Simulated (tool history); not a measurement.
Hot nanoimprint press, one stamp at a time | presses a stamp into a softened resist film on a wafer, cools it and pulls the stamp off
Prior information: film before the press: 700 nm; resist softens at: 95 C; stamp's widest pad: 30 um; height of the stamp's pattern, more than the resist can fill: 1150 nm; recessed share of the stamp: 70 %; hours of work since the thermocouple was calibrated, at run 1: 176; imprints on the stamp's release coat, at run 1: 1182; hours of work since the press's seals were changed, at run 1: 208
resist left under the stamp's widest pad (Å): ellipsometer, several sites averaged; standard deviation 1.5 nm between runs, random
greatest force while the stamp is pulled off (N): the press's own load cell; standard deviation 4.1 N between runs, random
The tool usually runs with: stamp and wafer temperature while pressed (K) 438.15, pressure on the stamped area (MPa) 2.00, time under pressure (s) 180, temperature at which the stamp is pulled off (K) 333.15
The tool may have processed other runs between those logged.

run     day  stamp and wafer temperature while pressed (K)  pressure on the stamped area (MPa)  time under pressure (s)  temperature at which the stamp is pulled off (K)  hours of work since the thermocouple was calibrated  imprints on the stamp's release coat  hours of work since the press's seals were changed  resist left under the stamp's widest pad (Å)  greatest force while the stamp is pulled off (N)
  1   0.000                                         438.15                                2.00                      180                                            333.15                                                  176                                  1182                                                 208                                          2833                                               200
  2   1.533                                         438.15                                2.00                      239                                            333.15                                                  194                                  1319                                                 226                                          2546                                               193
  3   2.479                                         438.15                                2.00                      239                                            333.15                                                  205                                  1404                                                 237                                          2582                                               206
  4   3.983                                         438.15                                2.04                      180                                            333.15                                                  222                                  1539                                                 254                                          2780                                               204
      5.517  -- stamp cleaned and given a new release coat
  5   5.533                                         438.15                                2.04                      180                                            333.15                                                  237                                     1                                                 270                                          2800                                               199
  6   6.767                                         438.15                                2.04                      180                                            333.15                                                  252                                   111                                                 284                                          2775                                               196
  7   8.183                                         438.15                                2.04                      180                                            333.15                                                  268                                   238                                                 300                                          2808                                               200
  8   9.583                                         438.15                                2.04                      180                                            333.15                                                  284                                   364                                                 317                                          2803                                               199
  9  11.388                                         438.15                                2.04                      180                                            333.15                                                  305                                   526                                                 338                                          2816                                               192
 10  12.612                                         438.15                                2.04                      180                                            333.15                                                  320                                   635                                                 352                                          2807                                               197
 11  13.908                                         438.15                                2.00                      185                                            333.15                                                  335                                   752                                                 367                                          2784                                               196
 12  15.317                                         438.15                                2.00                      116                                            333.15                                                  351                                   878                                                 383                                          3291                                               192
 13  16.546                                         438.15                                2.00                      116                                            333.15                                                  365                                   988                                                 398                                          3319                                               197
 14  18.146                                         438.15                                2.00                      116                                            333.15                                                  384                                  1131                                                 416                                          3301                                               197
 15  19.429                                         438.15                                2.00                      116                                            333.15                                                  399                                  1246                                                 431                                          3324                                               191
 16  21.383                                         438.15                                2.09                      180                                            341.15                                                  422                                  1421                                                 454                                          2774                                               158
 17  23.658                                         438.15                                1.45                      127                                            333.15                                                  448                                  1625                                                 480                                          3741                                               195
     24.292  -- stamp cleaned and given a new release coat
 18  26.167                                         433.15                                2.00                      253                                            338.15                                                  474                                   168                                                 507                                          3186                                               169
     27.358  -- press's hydraulic seals changed and the load cell set to zero
 19  28.046                                         433.15                                2.00                      253                                            338.15                                                  492                                   307                                                   8                                          3164                                               170
 20  29.117                                         433.15                                2.00                      253                                            338.15                                                  505                                   403                                                  20                                          3178                                               171
 21  31.333                                         438.15                                2.75                      180                                            339.15                                                  531                                   602                                                  46                                          2393                                               166
     32.054  -- plate thermocouple calibrated
 22  33.367                                         438.15                                2.75                      180                                            339.15                                                   15                                   773                                                  68                                          2357                                               164
 23  34.317                                         431.15                                2.21                      180                                            333.15                                                   26                                   858                                                  80                                          3733                                               201
 24  36.196                                         429.15                                2.37                       91                                            326.15                                                   48                                  1026                                                 101                                          4832                                               247
 25  37.462                                         429.15                                1.31                       91                                            330.15                                                   63                                  1139                                                 116                                          5699                                               218
 26  39.579                                         431.15                                1.24                      180                                            318.15                                                   88                                  1329                                                 141                                          4733                                               287
 27  41.229                                         438.15                                2.89                      203                                            340.15                                                  107                                  1477                                                 160                                          2246                                               163
 28  42.571                                         441.15                                2.32                      116                                            336.15                                                  122                                  1597                                                 176                                          2676                                               182
     43.479  -- stamp cleaned and given a new release coat
 29  44.104                                         438.15                                2.32                      267                                            319.15                                                  137                                    56                                                 190                                          2266                                               283

What if the next run were any one of these 4? Each begins from the tool's condition after run 29:
  A  45.388                                         438.15                                2.00                      139                                            333.15                                                  152                                   171                                                 205                                             ?                                                 ?
  B  45.388                                         449.15                                2.32                      332                                            338.15                                                  152                                   171                                                 205                                             ?                                                 ?
  C  45.388                                         438.15                                2.32                      267                                            326.15                                                  152                                   171                                                 205                                             ?                                                 ?
  D  45.388                                         438.15                                2.32                      267                                            319.15                                                  152                                   171                                                 205                                             ?                                                 ?

run  resist left under the stamp's widest pad (Å)  greatest force while the stamp is pulled off (N)
  A                                          3083                                               195
  B                                          1237                                               170
  C                                          2255                                               236
  D                                          2256                                               280
Stripped of hidden state, with their random variation kept, the same runs would have yielded:
run  resist left under the stamp's widest pad (Å)  greatest force while the stamp is pulled off (N)
  A                                          3083                                               195
  B                                          1237                                               169
  C                                          2256                                               236
  D                                          2256                                               280

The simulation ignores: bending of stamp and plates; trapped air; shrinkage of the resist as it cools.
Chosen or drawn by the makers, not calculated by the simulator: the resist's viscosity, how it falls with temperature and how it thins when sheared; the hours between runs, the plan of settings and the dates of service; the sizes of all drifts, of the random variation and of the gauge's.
